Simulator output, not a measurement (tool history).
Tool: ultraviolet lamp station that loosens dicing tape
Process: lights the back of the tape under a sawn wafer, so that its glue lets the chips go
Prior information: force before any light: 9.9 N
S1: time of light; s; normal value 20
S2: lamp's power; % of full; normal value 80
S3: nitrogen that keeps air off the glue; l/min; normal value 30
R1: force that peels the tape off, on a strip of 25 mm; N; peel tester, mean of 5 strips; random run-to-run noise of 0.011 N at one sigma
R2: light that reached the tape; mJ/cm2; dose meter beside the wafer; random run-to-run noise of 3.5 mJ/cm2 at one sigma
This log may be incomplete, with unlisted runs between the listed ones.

Run 1, hour 0: usual settings. Result: R1 0.554 N, R2 550 mJ/cm2.
Run 2, hour 7.6: usual settings. Result: R1 0.582 N, R2 559 mJ/cm2.
Run 3, hour 16.9: usual settings. Result: R1 0.553 N, R2 552 mJ/cm2.
Run 4, hour 26.4: usual settings. Result: R1 0.577 N, R2 549 mJ/cm2.
Run 5, hour 32.2: usual settings. Result: R1 0.556 N, R2 544 mJ/cm2.
Run 6, hour 37.7: usual settings. Result: R1 0.546 N, R2 548 mJ/cm2.
Run 7, hour 44.2: usual settings but S3 18 l/min. Result: R1 0.858 N, R2 544 mJ/cm2.
Run 8, hour 53.6: usual settings but S3 13 l/min. Result: R1 1.081 N, R2 544 mJ/cm2.
Run 9, hour 60.1: usual settings. Result: R1 0.612 N, R2 544 mJ/cm2.
Run 10, hour 70.6: usual settings. Result: R1 0.614 N, R2 542 mJ/cm2.
Run 11, hour 76.9: usual settings. Result: R1 0.573 N, R2 537 mJ/cm2.
Run 12, hour 87.4: usual settings. Result: R1 0.607 N, R2 537 mJ/cm2.
Run 13, hour 97: usual settings. Result: R1 0.597 N, R2 539 mJ/cm2.
Run 14, hour 107.5: usual settings but S3 50 l/min. Result: R1 0.44 N, R2 539 mJ/cm2.
Run 15, hour 118.7: usual settings. Result: R1 0.602 N, R2 534 mJ/cm2.
Run 16, hour 125.1: usual settings but S3 29 l/min. Result: R1 0.615 N, R2 536 mJ/cm2.
Run 17, hour 130.1: usual settings. Result: R1 0.605 N, R2 529 mJ/cm2.
Run 18, hour 137.9: usual settings. Result: R1 0.62 N, R2 529 mJ/cm2.
Run 19, hour 146.4: usual settings. Result: R1 0.644 N, R2 524 mJ/cm2.
Run 20, hour 157.1: usual settings. Result: R1 0.642 N, R2 527 mJ/cm2.
Run 21, hour 166.2: usual settings. Result: R1 0.651 N, R2 519 mJ/cm2.
Run 22, hour 174.7: usual settings but S3 55 l/min. Result: R1 0.44 N, R2 524 mJ/cm2.
Run 23, hour 181.7: usual settings but S1 25 s, S2 91 % of full, S3 10 l/min. Result: R1 0.653 N, R2 750 mJ/cm2.
Run 24, hour 193: usual settings but S1 25 s, S2 91 % of full, S3 10 l/min. Result: R1 0.712 N, R2 740 mJ/cm2.
Run 25, hour 200.8: usual settings but S2 91 % of full, S3 14 l/min. Result: R1 0.874 N, R2 587 mJ/cm2.
Run 26, hour 210.3: usual settings but S1 16 s, S3 55 l/min. Result: R1 0.766 N, R2 416 mJ/cm2.
Run 27, hour 217.3: usual settings but S1 16 s, S3 55 l/min. Result: R1 0.771 N, R2 410 mJ/cm2.
Run 28, hour 228.1: usual settings but S1 31 s, S2 75 % of full, S3 11 l/min. Result: R1 0.614 N, R2 744 mJ/cm2.
Run 29, hour 239.4: usual settings but S1 31 s, S2 75 % of full, S3 11 l/min. Result: R1 0.63 N, R2 742 mJ/cm2.
Run 30, hour 250.6: usual settings but S1 22 s, S3 60 l/min. Result: R1 0.358 N, R2 563 mJ/cm2.
Run 31, hour 261.2: usual settings but S1 22 s, S3 60 l/min. Result: R1 0.351 N, R2 558 mJ/cm2.
Run 32, hour 268.8: usual settings but S1 22 s, S3 60 l/min. Result: R1 0.365 N, R2 553 mJ/cm2.
Run 33, hour 273.4: usual settings but S2 93 % of full, S3 35 l/min. Result: R1 0.441 N, R2 585 mJ/cm2.
Run 34, hour 283.3: usual settings but S2 64 % of full. Result: R1 1.127 N, R2 402 mJ/cm2.
Run 35, hour 294.2: usual settings but S1 19 s, S2 78 % of full. Result: R1 0.856 N, R2 458 mJ/cm2.
Run 36, hour 305.6: usual settings but S1 33 s, S2 72 % of full. Result: R1 0.282 N, R2 740 mJ/cm2.
Run 37, hour 310.7: usual settings but S1 33 s, S2 72 % of full. Result: R1 0.274 N, R2 732 mJ/cm2.
Run 38, hour 316.8: usual settings but S1 34 s, S3 35 l/min. Result: R1 0.202 N, R2 847 mJ/cm2.
Run 39, hour 324.2: usual settings but S2 82 % of full, S3 49 l/min. Result: R1 0.545 N, R2 509 mJ/cm2.
Run 40, hour 331.6: usual settings but S1 12 s, S3 20 l/min. Result: R1 2.415 N, R2 292 mJ/cm2.
Run 41, hour 339.6: usual settings but S1 12 s, S3 20 l/min. Result: R1 2.441 N, R2 295 mJ/cm2.
Run 42, hour 345.9: usual settings but S1 35 s, S2 67 % of full. Result: R1 0.296 N, R2 724 mJ/cm2.
Run 43, hour 353.3: usual settings but S1 35 s, S2 67 % of full, S3 37 l/min. Result: R1 0.255 N, R2 717 mJ/cm2.
Run 44, hour 359.4: usual settings but S1 18 s, S2 67 % of full, S3 16 l/min. Result: R1 1.907 N, R2 363 mJ/cm2.

Each row is a separate what-if for the run after 44, all from the same tool condition, not one after another. Results?
Run A, hour 367.6: usual settings but S1 40 s, S2 73 % of full, S3 10 l/min. Result: R1 ?, R2 ?.
Run B, hour 367.6: usual settings but S1 13 s, S2 98 % of full, S3 16 l/min. Result: R1 ?, R2 ?.
Run C, hour 367.6: usual settings but S1 21 s, S2 84 % of full, S3 41 l/min. Result: R1 ?, R2 ?.
Run D, hour 367.6: usual settings but S1 11 s, S2 96 % of full, S3 29 l/min. Result: R1 ?, R2 ?.

run     R1   R2
  A  0.435  895
  B  1.769  390
  C    0.5  541
  D  1.749  319
Take away the tool's hidden state, keep each run's random variation, and the runs would have read:
run     R1    R2
  A  0.286  1071
  B  1.286   467
  C  0.326   647
  D  1.272   382
